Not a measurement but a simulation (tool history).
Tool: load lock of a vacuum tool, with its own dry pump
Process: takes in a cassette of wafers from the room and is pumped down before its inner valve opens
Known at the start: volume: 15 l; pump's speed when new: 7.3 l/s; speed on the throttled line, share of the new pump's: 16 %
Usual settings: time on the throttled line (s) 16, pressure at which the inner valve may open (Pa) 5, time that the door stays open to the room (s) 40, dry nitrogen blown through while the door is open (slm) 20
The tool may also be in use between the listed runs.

run,day,time on the throttled line (s),pressure at which the inner valve may open (Pa),time that the door stays open to the room (s),dry nitrogen blown through while the door is open (slm),"incoming humidity of the room's air, %",time from the closed door until the inner valve may open (s),rise of the pressure with all valves shut (Pa/min)
1,0.000,16,5,40,20,46.6,33.8,0.090
2,4.546,16,5,40,13,45.8,33.5,0.096
3,10.271,16,5,54,20,45.1,33.6,0.101
4,14.879,16,5,54,20,46.8,34.5,0.100
5,18.642,16,5,54,20,50.0,34.3,0.112
6,22.142,16,5,54,20,45.9,34.1,0.101
7,25.650,16,5,54,20,45.3,34.1,0.104
8,29.908,16,5,32,20,47.1,34.6,0.085
9,32.338,16,5,62,20,45.2,34.5,0.114
10,36.221,20,5,40,20,45.5,37.5,0.090
11,40.696,20,5,40,7,47.1,36.7,0.108
12,44.217,19,5,40,7,46.4,36.9,0.118
13,49.504,16,9,40,20,44.9,33.3,0.101
14,54.908,8,5,40,20,45.4,27.5,0.106
15,58.938,16,6,40,20,46.7,34.4,0.102
16,62.996,10,6,97,19,45.7,29.7,0.157
17,67.979,10,6,97,19,45.1,28.9,0.157
18,71.529,16,5,52,13,41.9,35.5,0.120
19,74.079,8,5,40,18,44.7,29.0,0.109
20,78.067,10,6,36,14,46.9,29.1,0.110
21,83.888,10,6,36,14,42.5,29.2,0.101
22,89.608,10,6,36,14,45.8,29.0,0.108
23,95.492,10,6,36,14,47.9,29.3,0.116
24,99.704,29,8,200,5,42.7,45.1,0.277
25,102.258,29,8,200,5,43.7,43.7,0.287
26,104.671,16,5,34,9,47.5,35.6,0.121
27,109.004,11,5,115,5,42.7,30.6,0.204
28,112.142,11,5,115,5,43.4,31.0,0.202
29,116.104,16,4,27,20,46.8,35.2,0.106

3 ways to go on from here, each from the tool as it stands after run 29. What would each give?
A,118.917,16,5,37,18,44.7,?,?
B,118.917,16,6,114,4,43.1,?,?
C,118.917,19,5,43,6,47.6,?,?

run,time from the closed door until the inner valve may open (s),rise of the pressure with all valves shut (Pa/min)
A,35.8,0.116
B,34.9,0.218
C,37.7,0.142
Without the tool's hidden state the same runs would have given:
run,time from the closed door until the inner valve may open (s),rise of the pressure with all valves shut (Pa/min)
A,34.5,0.058
B,33.6,0.159
C,36.4,0.083

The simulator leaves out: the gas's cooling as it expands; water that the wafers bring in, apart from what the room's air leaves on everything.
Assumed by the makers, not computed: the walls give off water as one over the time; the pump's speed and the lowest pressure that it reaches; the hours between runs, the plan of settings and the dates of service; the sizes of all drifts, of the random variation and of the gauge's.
